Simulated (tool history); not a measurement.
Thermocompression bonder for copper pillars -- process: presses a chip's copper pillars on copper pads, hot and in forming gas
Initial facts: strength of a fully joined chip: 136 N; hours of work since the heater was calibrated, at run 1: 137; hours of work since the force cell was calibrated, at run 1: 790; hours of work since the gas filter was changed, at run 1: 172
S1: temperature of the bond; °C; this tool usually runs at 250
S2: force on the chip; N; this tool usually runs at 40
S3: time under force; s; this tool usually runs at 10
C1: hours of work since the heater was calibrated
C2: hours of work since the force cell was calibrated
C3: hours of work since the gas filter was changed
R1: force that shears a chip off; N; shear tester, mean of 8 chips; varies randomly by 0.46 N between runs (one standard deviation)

run,hour,S1,S2,S3,C1,C2,C3,R1
1,0,250,40,10,137,790,172,94.1
2,20,250,40,10,147,800,181,94.5
3,50.8,250,40,10,161,814,196,94.2
4,79.1,250,40,10,174,827,209,93.6
5,109,250,40,10,188,841,223,94.1
6,140.5,250,40,12,203,856,237,98.5
7,164.1,228,40,10,214,867,249,76.1
8,207.2,228,40,10,234,887,269,75.6
9,237.3,228,40,10,248,901,283,75.5
10,259.7,228,40,10,259,911,293,75.3
11,283.3,228,40,10,270,922,304,74.9
12,317.8,250,40,10,286,939,320,94.5
# hour 331.4: forming gas filter changed
13,344.6,250,40,10,298,951,6,94.3
14,367.3,250,30,10,309,961,17,84.6
15,399.6,250,40,8,324,976,32,88.9
16,445.1,250,40,8,345,998,53,89.3
17,475,250,40,8,359,1012,67,89.1
18,520.9,250,40,10,380,1033,88,93.9
19,544.3,250,40,10,391,1044,99,94.1
20,569.8,250,40,10,403,1056,111,94.5
21,608.9,250,40,10,421,1074,130,94.6
22,646.9,239,38,12,439,1092,147,88.6
23,674.8,239,38,12,452,1105,160,88.7
24,719.6,272,40,10,473,1126,181,110.3
25,765.1,272,40,10,494,1147,202,110.8
26,809.2,272,40,10,515,1168,223,108.4
27,838.1,258,43,9,528,1181,236,99.8
28,863.5,225,43,8,540,1193,248,69.7
29,891.5,225,43,8,553,1206,261,71
30,912.5,225,43,8,563,1216,271,70.3
31,946.9,222,45,16,579,1232,287,86
32,978,250,32,10,594,1246,302,87.2
33,1009.7,250,32,10,608,1261,317,87.1
# hour 1030.1: forming gas filter changed
34,1039.7,250,32,10,622,1275,4,87.9
35,1066.8,250,32,10,635,1288,17,86.6
36,1098.2,250,31,8,650,1302,32,80.7
37,1141.7,276,40,22,670,1323,52,124.9
38,1183.3,252,38,7,689,1342,72,86
39,1217,230,44,5,705,1358,87,64.1

Entry by entry between the runs, the difference in hidden state between the last listed run before and the first listed run after:
Between runs 12 and 13: forming gas filter changed (hour 331.4)
  true temperature of the bond over the reading, C: 0.1 -> 0.2; oxide that the forming gas leaves, % of the face: 0.57 -> 0.51
Between runs 33 and 34: forming gas filter changed (hour 1030.1)
  oxide that the forming gas leaves, % of the face: 0.57 -> 0.5
